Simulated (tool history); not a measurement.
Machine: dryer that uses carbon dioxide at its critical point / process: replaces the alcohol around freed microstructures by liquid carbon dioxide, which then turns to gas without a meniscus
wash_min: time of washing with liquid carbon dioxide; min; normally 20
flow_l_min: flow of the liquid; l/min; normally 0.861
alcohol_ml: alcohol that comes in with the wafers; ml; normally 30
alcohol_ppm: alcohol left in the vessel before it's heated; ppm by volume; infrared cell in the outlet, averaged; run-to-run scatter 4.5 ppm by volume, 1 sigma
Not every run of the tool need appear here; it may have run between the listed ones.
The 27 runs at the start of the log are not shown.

| run | day | wash_min | flow_l_min | alcohol_ml | alcohol_ppm |
|---|---|---|---|---|---|
| 28 | 40.871 | 25 | 0.978 | 30 | 42 |
| 29 | 41.808 | 20 | 1.392 | 22 | 48 |
| 30 | 43.204 | 20 | 1.197 | 30 | 39 |
| 31 | 44.733 | 17 | 1.128 | 36 | 41 |
| 32 | 46.642 | 17 | 1.128 | 36 | 51 |
| 33 | 48.592 | 28 | 1.375 | 30 | 41 |
| 34 | 50.658 | 30 | 1.375 | 57 | 48 |
| 35 | 52.179 | 19 | 0.675 | 57 | 136 |
| 36 | 54.062 | 21 | 0.861 | 36 | 52 |
| 37 | 55.058 | 21 | 0.861 | 36 | 59 |
| 38 | 57.088 | 20 | 0.833 | 38 | 65 |
| 39 | 58.167 | 30 | 0.620 | 30 | 60 |
| 40 | 59.533 | 20 | 0.861 | 93 | 89 |
|  | 60.842 | inlet filter changed |
| 41 | 61.533 | 20 | 0.861 | 113 | 64 |
| 42 | 63.021 | 14 | 0.559 | 20 | 260 |
| 43 | 65.183 | 16 | 0.551 | 42 | 348 |
|  | 67.350 | purifier's bed changed |
| 44 | 67.375 | 16 | 1.014 | 30 | 17 |
| 45 | 69.517 | 16 | 1.014 | 30 | 17 |

Below are 3 alternative next runs, each starting from the tool's condition after run 45. Predict each:
| A | 70.871 | 14 | 0.861 | 80 | ? |
| B | 70.871 | 20 | 0.861 | 31 | ? |
| C | 70.871 | 16 | 1.181 | 68 | ? |

| run | alcohol_ppm |
|---|---|
| A | 168 |
| B | 7 |
| C | 11 |
With no hidden state in the tool, these same runs would have given:
| run | alcohol_ppm |
|---|---|
| A | 100 |
| B | 0 |
| C | 4 |
